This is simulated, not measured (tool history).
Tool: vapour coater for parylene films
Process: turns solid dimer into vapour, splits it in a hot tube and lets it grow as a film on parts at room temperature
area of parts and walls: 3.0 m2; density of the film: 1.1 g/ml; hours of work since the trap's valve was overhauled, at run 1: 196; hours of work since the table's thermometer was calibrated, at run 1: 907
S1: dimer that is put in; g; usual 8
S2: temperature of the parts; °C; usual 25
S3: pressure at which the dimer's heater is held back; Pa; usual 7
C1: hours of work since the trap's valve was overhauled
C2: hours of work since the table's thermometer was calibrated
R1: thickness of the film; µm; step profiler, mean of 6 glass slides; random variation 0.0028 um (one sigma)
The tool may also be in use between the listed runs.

| run | hour | S1 | S2 | S3 | C1 | C2 | R1 |
|---|---|---|---|---|---|---|---|
| 1 | 0 | 8 | 25 | 7 | 196 | 907 | 1.043 |
| 2 | 37.9 | 8 | 25 | 7 | 212 | 923 | 1.051 |
| 3 | 98.9 | 8 | 25 | 7 | 237 | 948 | 1.048 |
| 4 | 154.8 | 8 | 25 | 7 | 260 | 971 | 1.041 |
| 5 | 211.3 | 8 | 25 | 4.89 | 283 | 994 | 1.123 |
| 6 | 261.6 | 8 | 25 | 4.89 | 304 | 1015 | 1.129 |
| 7 | 303.8 | 8 | 25 | 4.89 | 321 | 1033 | 1.125 |
| 8 | 348.2 | 8 | 25 | 4.89 | 340 | 1051 | 1.127 |
| 9 | 382.9 | 8 | 25 | 4.89 | 354 | 1065 | 1.123 |
| 10 | 410.8 | 8 | 25 | 4.89 | 366 | 1077 | 1.127 |
| 11 | 457.1 | 8 | 21 | 7 | 385 | 1096 | 1.254 |
| 12 | 516 | 8 | 21 | 7 | 409 | 1120 | 1.247 |
| 13 | 543.6 | 8 | 21 | 7 | 420 | 1131 | 1.254 |
| 14 | 577.7 | 8 | 21 | 7 | 434 | 1145 | 1.254 |
| 15 | 629.6 | 8 | 21 | 7 | 456 | 1167 | 1.248 |
| 16 | 674.8 | 8 | 21 | 7 | 474 | 1185 | 1.248 |
| 17 | 720.7 | 8 | 21 | 7 | 493 | 1204 | 1.248 |
| 18 | 754.6 | 8 | 25 | 7 | 507 | 1218 | 1.046 |
| 19 | 787.8 | 8 | 33 | 7 | 521 | 1232 | 0.731 |
| 20 | 832.1 | 8 | 33 | 7 | 539 | 1250 | 0.724 |
|  | 863.2 | trap's valve overhauled |
| 21 | 866.3 | 8 | 33 | 7 | 1 | 1263 | 0.731 |
| 22 | 924.1 | 8 | 33 | 7 | 25 | 1287 | 0.732 |
| 23 | 967.5 | 14 | 33 | 7 | 43 | 1304 | 1.279 |
| 24 | 1021.4 | 8 | 25 | 3.41 | 65 | 1327 | 1.207 |
| 25 | 1081.5 | 8 | 18 | 2.07 | 90 | 1351 | 1.84 |
| 26 | 1133.9 | 10 | 21 | 7 | 112 | 1373 | 1.562 |
| 27 | 1191.3 | 5 | 20 | 7 | 135 | 1397 | 0.814 |
| 28 | 1241.5 | 3 | 25 | 10.99 | 156 | 1417 | 0.362 |
| 29 | 1290.2 | 6 | 19 | 3.62 | 176 | 1437 | 1.174 |
| 30 | 1348.7 | 4 | 19 | 2.54 | 200 | 1461 | 0.845 |
| 31 | 1398.9 | 11 | 35 | 7.61 | 221 | 1482 | 0.907 |
| 32 | 1453.6 | 7 | 28 | 2.46 | 243 | 1505 | 0.987 |
| 33 | 1479.5 | 13 | 35 | 2.84 | 254 | 1515 | 1.3 |
| 34 | 1521.8 | 4 | 26 | 10.21 | 271 | 1533 | 0.463 |
| 35 | 1566.1 | 8 | 19 | 2.34 | 290 | 1551 | 1.71 |
| 36 | 1598 | 10 | 24 | 2.16 | 303 | 1564 | 1.736 |
| 37 | 1631.1 | 10 | 24 | 2.16 | 316 | 1578 | 1.74 |
| 38 | 1658 | 10 | 24 | 2.16 | 328 | 1589 | 1.732 |
| 39 | 1704.4 | 10 | 24 | 2.16 | 347 | 1608 | 1.733 |
| 40 | 1748.2 | 10 | 24 | 2.16 | 365 | 1626 | 1.736 |
| 41 | 1777.2 | 10 | 24 | 2.16 | 377 | 1638 | 1.734 |
| 42 | 1804.9 | 10 | 24 | 2.16 | 388 | 1650 | 1.736 |
| 43 | 1834.6 | 10 | 24 | 2.16 | 400 | 1662 | 1.735 |
| 44 | 1866.9 | 4 | 27 | 2.87 | 414 | 1675 | 0.576 |
| 45 | 1912.8 | 4 | 27 | 2.87 | 433 | 1694 | 0.573 |
| 46 | 1939.2 | 4 | 27 | 2.87 | 443 | 1705 | 0.569 |

4 ways to go on from here, each from the tool as it stands after run 46. What would each give?
| A | 1972.6 | 11 | 30 | 7 | 457 | 1719 | ? |
| B | 1972.6 | 10 | 21 | 6.52 | 457 | 1719 | ? |
| C | 1972.6 | 8 | 20 | 2.02 | 457 | 1719 | ? |
| D | 1972.6 | 7 | 23 | 4.45 | 457 | 1719 | ? |

| run | R1 |
|---|---|
| A | 1.146 |
| B | 1.586 |
| C | 1.681 |
| D | 1.102 |
Without the tool's hidden state the same runs would have given:
| run | R1 |
|---|---|
| A | 1.147 |
| B | 1.588 |
| C | 1.682 |
| D | 1.103 |

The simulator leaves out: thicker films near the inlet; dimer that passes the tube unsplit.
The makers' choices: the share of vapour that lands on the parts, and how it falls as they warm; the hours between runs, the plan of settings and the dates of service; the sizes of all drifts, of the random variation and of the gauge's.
